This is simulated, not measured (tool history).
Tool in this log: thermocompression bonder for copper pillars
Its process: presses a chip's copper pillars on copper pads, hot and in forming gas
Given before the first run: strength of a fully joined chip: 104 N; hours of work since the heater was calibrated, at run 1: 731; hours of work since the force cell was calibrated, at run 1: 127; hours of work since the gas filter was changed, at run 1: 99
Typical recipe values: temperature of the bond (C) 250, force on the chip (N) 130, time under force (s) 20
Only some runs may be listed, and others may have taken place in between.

run   hour  temperature of the bond (C)  force on the chip (N)  time under force (s)  hours of work since the heater was calibrated  hours of work since the force cell was calibrated  hours of work since the gas filter was changed  force that shears a chip off (N)
  1    0.0                          250                    130                    20                                            731                                                127                                              99                              70.9
  2    8.4                          250                    130                    20                                            736                                                132                                             104                              70.3
  3   13.2                          250                    130                    20                                            738                                                134                                             106                              70.3
  4   18.6                          222                    130                    20                                            741                                                137                                             109                              55.1
  5   25.6                          222                    143                    20                                            745                                                141                                             112                              59.2
  6   34.4                          250                    130                    13                                            749                                                145                                             117                              63.5
  7   38.3                          250                    130                    44                                            751                                                147                                             119                              82.3
  8   42.0                          250                    130                    20                                            753                                                149                                             121                              70.4
  9   47.2                          250                    130                    20                                            756                                                152                                             124                              69.4
 10   55.7                          270                    130                    20                                            760                                                156                                             128                              78.9
 11   63.6                          270                    130                    20                                            764                                                160                                             132                              79.6
 12   69.6                          270                    130                    20                                            767                                                163                                             135                              78.8
 13   73.7                          250                    130                    20                                            770                                                165                                             137                              69.2
 14   80.3                          250                    130                    20                                            773                                                169                                             141                              68.9
 15   84.6                          250                    130                    20                                            775                                                171                                             143                              70.9
 16   91.4                          250                    130                    20                                            779                                                174                                             146                              68.6
 17   97.9                          250                    130                    20                                            782                                                178                                             150                              68.7
 18  105.4                          250                    130                    33                                            786                                                182                                             154                              76.4
 19  110.3                          250                    130                    33                                            788                                                184                                             156                              76.3
 20  114.5                          270                    127                    45                                            791                                                186                                             158                              87.0
 21  120.8                          249                    161                    20                                            794                                                190                                             162                              76.8
 22  129.5                          261                    161                    20                                            798                                                194                                             166                              82.1
 23  134.3                          221                    119                    20                                            801                                                197                                             169                              46.9
 24  139.4                          221                    119                    20                                            803                                                199                                             171                              47.8
 25  146.0                          221                    119                    20                                            807                                                203                                             175                              48.5
 26  150.5                          221                    119                    20                                            809                                                205                                             177                              47.2
 27  156.5                          272                    159                    25                                            812                                                208                                             180                              87.1
 28  164.9                          272                    159                    25                                            817                                                212                                             184                              86.1
 29  170.7                          272                    159                    25                                            820                                                215                                             187                              86.7
 30  179.7                          243                    130                    55                                            824                                                220                                             192                              78.4
 31  187.4                          276                    115                    25                                            828                                                224                                             196                              76.5
 32  192.9                          261                    130                    26                                            831                                                227                                             199                              76.6
 33  199.7                          261                    130                    26                                            835                                                230                                             202                              75.3
 34  203.8                          261                    130                    26                                            837                                                233                                             204                              76.1
 35  212.0                          244                    120                    20                                            841                                                237                                             209                              60.0
 36  217.2                          240                     94                    28                                            844                                                240                                             211                              51.3
 37  223.2                          240                     94                    28                                            847                                                243                                             214                              50.2

Forecast each of these 4 alternatives for the next run:
  A  228.7                          222                    174                    28                                            850                                                245                                             217                                 ?
  B  228.7                          231                     98                    48                                            850                                                245                                             217                                 ?
  C  228.7                          240                    133                    33                                            850                                                245                                             217                                 ?
  D  228.7                          240                     91                    20                                            850                                                245                                             217                                 ?

run  force that shears a chip off (N)
  A                              69.1
  B                              57.1
  C                              69.9
  D                              44.0
Without the tool's hidden state the same runs would have given:
run  force that shears a chip off (N)
  A                              80.5
  B                              67.1
  C                              81.2
  D                              52.1

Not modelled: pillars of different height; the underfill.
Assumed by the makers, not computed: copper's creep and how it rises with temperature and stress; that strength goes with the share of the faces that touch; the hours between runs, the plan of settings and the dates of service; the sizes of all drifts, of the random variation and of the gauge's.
